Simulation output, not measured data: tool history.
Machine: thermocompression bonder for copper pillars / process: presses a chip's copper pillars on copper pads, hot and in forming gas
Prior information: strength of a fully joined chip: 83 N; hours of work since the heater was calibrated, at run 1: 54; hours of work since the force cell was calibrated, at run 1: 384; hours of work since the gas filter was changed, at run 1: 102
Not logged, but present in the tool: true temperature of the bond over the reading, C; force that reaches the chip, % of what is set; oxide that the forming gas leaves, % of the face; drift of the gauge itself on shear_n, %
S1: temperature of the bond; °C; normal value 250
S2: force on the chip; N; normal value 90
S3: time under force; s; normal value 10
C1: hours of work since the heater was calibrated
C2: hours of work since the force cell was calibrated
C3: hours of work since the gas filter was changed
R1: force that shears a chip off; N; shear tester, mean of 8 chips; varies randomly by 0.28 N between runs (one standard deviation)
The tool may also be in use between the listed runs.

run	day	S1	S2	S3	C1	C2	C3	R1
1	0	250	90	10	54	384	102	30
2	0.238	250	90	10	58	387	105	30.2
3	0.554	250	90	10	63	392	110	30.1
4	0.929	250	90	10	68	397	115	29.8
5	1.162	250	90	10	71	401	119	29.7
6	1.467	250	90	27	76	405	123	42.6
7	1.838	250	90	27	81	411	129	43
8	2.117	250	90	13	85	415	133	33.4
9	2.425	250	90	13	90	419	137	33
# day 2.504: forming gas filter changed
10	2.821	250	90	10	95	425	5	31.1
11	3.188	250	90	6	101	430	10	25
12	3.583	250	96	10	106	436	16	31.6
13	3.888	250	96	10	111	440	20	31.8
14	4.3	250	96	10	117	446	26	32.1
15	4.504	250	96	10	120	449	29	31.7
16	4.875	250	55	10	125	455	35	22.2
17	5.229	225	90	10	130	460	40	23.3
18	5.642	250	90	10	136	466	46	30.5
19	6.033	236	90	10	142	472	51	26.5
20	6.246	250	90	10	145	475	55	30.5
21	6.646	266	90	12	151	480	60	37.8
22	6.988	266	90	6	156	485	65	28.7
23	7.254	266	90	6	160	489	69	28.9
24	7.65	266	90	6	166	495	75	28.8
25	7.917	257	130	13	170	499	79	44
26	8.233	257	54	14	174	504	83	26.7
27	8.533	261	95	29	179	508	88	49.9
28	8.796	230	109	13	182	512	92	30.4
29	9.075	230	109	13	186	516	96	30.4
30	9.304	250	55	10	190	519	99	21.2
31	9.579	250	55	10	194	523	103	21.4
32	9.95	250	94	5	199	529	109	23.3
33	10.179	269	68	10	202	532	112	30.4
34	10.446	238	85	24	206	536	116	35.7
35	10.742	239	85	6	211	540	120	20.5
36	10.967	248	134	10	214	543	123	37
37	11.183	248	134	10	217	547	126	37.2
38	11.438	267	79	10	221	550	130	31.9
39	11.833	233	96	11	227	556	136	26.5

Difference, measured minus no-hidden-state, one row per run. Run-to-run variation is common to both terms; the gauge's own scatter need not be:
run	R1
1	-0.5
2	-0.5
3	-0.6
4	-0.7
5	-0.7
6	-1.1
7	-1.2
8	-1
9	-1
10	+0.3
11	+0.2
12	+0.1
13	+0.1
14	+0
15	+0
16	-0.1
17	-0.2
18	-0.2
19	-0.3
20	-0.3
21	-0.5
22	-0.4
23	-0.4
24	-0.5
25	-0.9
26	-0.5
27	-1.2
28	-0.8
29	-0.8
30	-0.6
31	-0.6
32	-0.7
33	-0.9
34	-1.3
35	-0.7
36	-1.3
37	-1.3
38	-1.2
39	-1.1
